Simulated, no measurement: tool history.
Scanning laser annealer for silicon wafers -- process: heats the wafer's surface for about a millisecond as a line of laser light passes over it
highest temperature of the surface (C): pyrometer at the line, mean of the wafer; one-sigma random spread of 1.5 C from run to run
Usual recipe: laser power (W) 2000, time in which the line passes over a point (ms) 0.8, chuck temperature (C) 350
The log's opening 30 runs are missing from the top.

run,day,laser power (W),time in which the line passes over a point (ms),chuck temperature (C),highest temperature of the surface (C)
31,10.962,1893,0.88,350,1114
32,11.238,2000,0.683,350,1057
33,11.529,1861,0.973,324,1114
34,11.871,2101,0.973,354,1255
35,12.221,2158,0.581,377,1083
36,12.529,1705,0.696,387,989
37,12.842,1705,0.696,387,986
38,13.212,1794,0.687,357,985
39,13.538,2000,0.952,355,1197
40,13.779,2000,0.952,355,1199
41,14.029,1969,0.952,355,1186

Predict each of these 4 candidate next runs independently; none follows another, all start after run 41:
A,14.371,1969,0.737,355,?
B,14.371,2000,0.8,314,?
C,14.371,1763,0.952,355,?
D,14.371,2000,0.773,320,?

run,highest temperature of the surface (C)
A,1077
B,1081
C,1090
D,1072
With the hidden condition removed and each run's random variation left untouched, the same runs would have given:
run,highest temperature of the surface (C)
A,1106
B,1111
C,1119
D,1102
